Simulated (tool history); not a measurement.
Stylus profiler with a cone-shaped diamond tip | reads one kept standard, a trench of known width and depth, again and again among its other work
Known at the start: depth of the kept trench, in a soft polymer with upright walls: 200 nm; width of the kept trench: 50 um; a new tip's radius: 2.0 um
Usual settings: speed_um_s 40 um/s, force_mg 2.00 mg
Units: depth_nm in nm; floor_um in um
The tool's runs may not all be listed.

run	hour	speed_um_s	force_mg	depth_nm	floor_um
1	0.0	40	2.00	201.77	48.03
2	86.4	40	2.00	201.74	48.02
3	185.5	40	2.00	201.79	48.01
4	267.1	40	2.00	201.60	48.05
5	332.2	40	2.00	201.73	48.06
6	420.7	40	2.00	201.73	48.09
7	501.0	40	2.00	201.73	48.07
8	583.1	40	2.00	201.84	48.06
9	656.3	40	2.00	201.97	48.05
10	713.7	40	4.01	202.83	48.12
11	782.9	40	2.00	201.65	48.00
12	844.3	40	2.00	201.70	48.03
13	901.8	40	2.89	202.34	48.11
14	971.1	40	2.00	201.64	48.05
15	1032.0	40	2.00	201.59	48.09
16	1073.0	27	2.15	201.61	48.16
17	1155.5	27	2.15	201.94	48.11
18	1229.0	27	2.15	201.83	48.18
19	1275.6	27	2.15	202.03	48.06
20	1372.9	27	2.15	201.66	48.08
21	1426.8	27	2.15	201.90	48.13
22	1519.4	11	3.88	202.61	48.26
23	1587.2	80	3.36	202.43	47.93
24	1675.0	80	3.36	202.34	47.92
25	1770.8	15	3.70	202.53	48.24
26	1863.3	32	3.86	202.57	48.08
27	1953.1	32	3.86	202.73	48.17
28	2019.6	22	0.92	201.01	48.06
29	2061.8	129	2.45	201.91	47.64
30	2152.9	141	2.45	201.90	47.63

Taken out of this log: 1 entry between the listed runs. Where each belongs, and how the hidden state differs across it:
Between runs 3 and 4: new tip fitted, height scale calibrated (hour 243.0)
  radius of the tip, um: 2.03 -> 2; height scale over the true one, %: 0.009 -> 0
